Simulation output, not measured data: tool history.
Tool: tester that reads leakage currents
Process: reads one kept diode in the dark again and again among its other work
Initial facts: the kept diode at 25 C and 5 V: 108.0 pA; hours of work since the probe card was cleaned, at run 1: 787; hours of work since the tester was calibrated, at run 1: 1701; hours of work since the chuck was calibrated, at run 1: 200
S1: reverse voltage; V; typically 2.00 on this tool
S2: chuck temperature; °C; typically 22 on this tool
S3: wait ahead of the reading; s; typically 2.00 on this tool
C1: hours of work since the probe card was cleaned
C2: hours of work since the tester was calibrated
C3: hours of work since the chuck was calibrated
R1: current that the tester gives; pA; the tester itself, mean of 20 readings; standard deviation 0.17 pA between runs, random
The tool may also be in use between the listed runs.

run,hour,S1,S2,S3,C1,C2,C3,R1
1,0.0,2.00,22,2.00,787,1701,200,54.20
2,111.1,2.00,22,1.45,833,1747,246,54.05
3,204.9,2.00,22,1.45,873,1786,285,53.80
4,284.4,9.64,22,2.00,906,1820,318,115.30
5,330.6,9.64,22,2.00,925,1839,338,114.72
6,379.4,9.64,22,2.00,945,1859,358,114.56
7,484.9,9.64,22,2.00,989,1903,402,113.89
8,563.8,9.64,22,2.00,1022,1936,435,114.24
# hour 576.7: probe card cleaned and baked
9,649.9,2.00,22,2.00,30,1970,469,53.08
10,742.7,2.00,22,2.00,69,2009,508,53.19
11,841.0,1.67,22,1.42,110,2050,549,48.50
# hour 904.6: probe card cleaned and baked, once more
12,941.0,1.67,22,1.42,15,2090,589,47.92
13,1048.8,1.67,22,1.42,60,2135,634,47.59
14,1148.8,1.67,22,1.42,102,2177,676,47.20
# hour 1215.6: tester calibrated
15,1245.9,1.67,22,1.42,141,13,715,46.24
16,1331.8,1.67,22,1.42,177,48,751,46.32
17,1377.2,1.67,22,1.42,196,67,770,45.77
18,1448.3,1.67,22,1.42,225,97,799,45.85

Below are 3 alternative next runs, each starting from the tool's condition after run 18. Predict each:
A,1500.0,1.45,40,2.00,247,118,821,?
B,1500.0,2.00,20,2.14,247,118,821,?
C,1500.0,1.67,22,6.75,247,118,821,?

run,R1
A,195.57
B,41.40
C,45.33
Had the tool no hidden state, the same runs would have come out as:
run,R1
A,211.50
B,45.16
C,49.43

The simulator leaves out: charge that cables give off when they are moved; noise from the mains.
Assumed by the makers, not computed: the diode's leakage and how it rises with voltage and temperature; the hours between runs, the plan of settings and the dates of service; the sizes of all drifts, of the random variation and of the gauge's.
